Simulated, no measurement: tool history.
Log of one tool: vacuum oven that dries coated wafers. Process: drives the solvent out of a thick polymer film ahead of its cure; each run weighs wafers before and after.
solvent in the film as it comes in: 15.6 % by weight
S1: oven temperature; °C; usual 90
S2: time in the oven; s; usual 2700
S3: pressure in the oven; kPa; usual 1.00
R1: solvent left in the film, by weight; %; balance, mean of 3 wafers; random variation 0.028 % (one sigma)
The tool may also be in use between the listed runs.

| run | hour | S1 | S2 | S3 | R1 |
|---|---|---|---|---|---|
| 1 | 0.0 | 90 | 2700 | 1.00 | 2.49 |
| 2 | 34.5 | 90 | 2700 | 1.00 | 2.42 |
| 3 | 106.2 | 90 | 2700 | 1.00 | 2.48 |
| 4 | 139.4 | 90 | 2700 | 1.00 | 2.41 |
| 5 | 190.9 | 90 | 2700 | 1.00 | 2.42 |
| 6 | 251.0 | 93 | 2700 | 1.00 | 1.89 |
| 7 | 280.1 | 93 | 2700 | 1.00 | 1.85 |
| 8 | 344.1 | 93 | 2700 | 1.00 | 1.87 |
| 9 | 378.8 | 90 | 2700 | 1.00 | 2.39 |
| 10 | 443.9 | 90 | 2700 | 1.00 | 2.38 |
| 11 | 484.9 | 90 | 4080 | 1.00 | 1.24 |
| 12 | 548.7 | 90 | 2700 | 1.00 | 2.34 |
| 13 | 597.4 | 90 | 2700 | 1.00 | 2.41 |
| 14 | 649.1 | 90 | 3780 | 1.00 | 1.37 |
| 15 | 694.1 | 90 | 3780 | 1.00 | 1.38 |
| 16 | 745.5 | 90 | 3780 | 1.00 | 1.63 |
| 17 | 813.4 | 90 | 3060 | 1.00 | 2.28 |
| 18 | 861.6 | 90 | 2700 | 1.87 | 3.07 |
| 19 | 894.7 | 90 | 2700 | 0.91 | 2.68 |
| 20 | 948.9 | 90 | 2700 | 0.91 | 2.65 |
| 21 | 1017.8 | 84 | 2700 | 1.00 | 4.03 |
| 22 | 1089.5 | 84 | 2700 | 1.00 | 4.04 |
| 23 | 1141.2 | 84 | 2700 | 1.00 | 4.03 |
| 24 | 1193.7 | 90 | 2700 | 1.00 | 2.63 |
| 25 | 1253.4 | 90 | 2700 | 1.00 | 2.68 |
| 26 | 1320.4 | 93 | 3900 | 2.90 | 1.87 |
| 27 | 1366.4 | 93 | 3900 | 2.90 | 1.87 |
| 28 | 1417.7 | 93 | 3900 | 2.90 | 1.87 |
| 29 | 1452.1 | 93 | 3900 | 2.90 | 1.84 |
| 30 | 1486.8 | 89 | 2520 | 1.64 | 3.32 |
| 31 | 1557.2 | 88 | 2340 | 1.35 | 3.69 |
| 32 | 1592.4 | 75 | 4260 | 0.93 | 4.23 |
| 33 | 1638.0 | 87 | 1500 | 0.86 | 5.77 |
| 34 | 1708.4 | 84 | 3480 | 1.33 | 3.11 |
| 35 | 1752.0 | 95 | 2340 | 0.51 | 1.98 |
| 36 | 1815.8 | 95 | 2340 | 0.51 | 1.98 |
| 37 | 1851.2 | 95 | 2340 | 0.51 | 1.98 |
| 38 | 1894.9 | 95 | 2340 | 0.51 | 1.95 |
| 39 | 1929.6 | 90 | 3360 | 3.95 | 3.03 |
| 40 | 1985.0 | 82 | 3600 | 2.78 | 4.12 |
| 41 | 2056.2 | 82 | 2280 | 1.12 | 5.12 |
| 42 | 2127.5 | 92 | 2280 | 1.12 | 2.80 |
| 43 | 2173.0 | 76 | 2700 | 3.18 | 6.93 |
| 44 | 2225.7 | 90 | 3300 | 0.81 | 2.00 |
| 45 | 2272.0 | 101 | 3300 | 2.96 | 1.36 |
| 46 | 2324.7 | 101 | 3300 | 2.96 | 1.38 |
| 47 | 2378.8 | 76 | 1800 | 1.64 | 8.09 |

Taken out of this log: 2 entries between the listed runs. Where each belongs, and how the hidden state differs across it:
Between runs 15 and 16: oven's thermocouples calibrated (hour 730.4)
  true wafer temperature over the reading, C: 2.06 -> 0.13; true pressure over the reading, kPa: 0.188 -> 0.195
  measured less the result without the state, R1: -0.21 -> +0.06 %
Between runs 43 and 44: oven's thermocouples calibrated (hour 2200.4)
  true wafer temperature over the reading, C: 1.65 -> 0.42; true pressure over the reading, kPa: 0.427 -> 0.435
  measured less the result without the state, R1: -0.24 -> +0.10 %
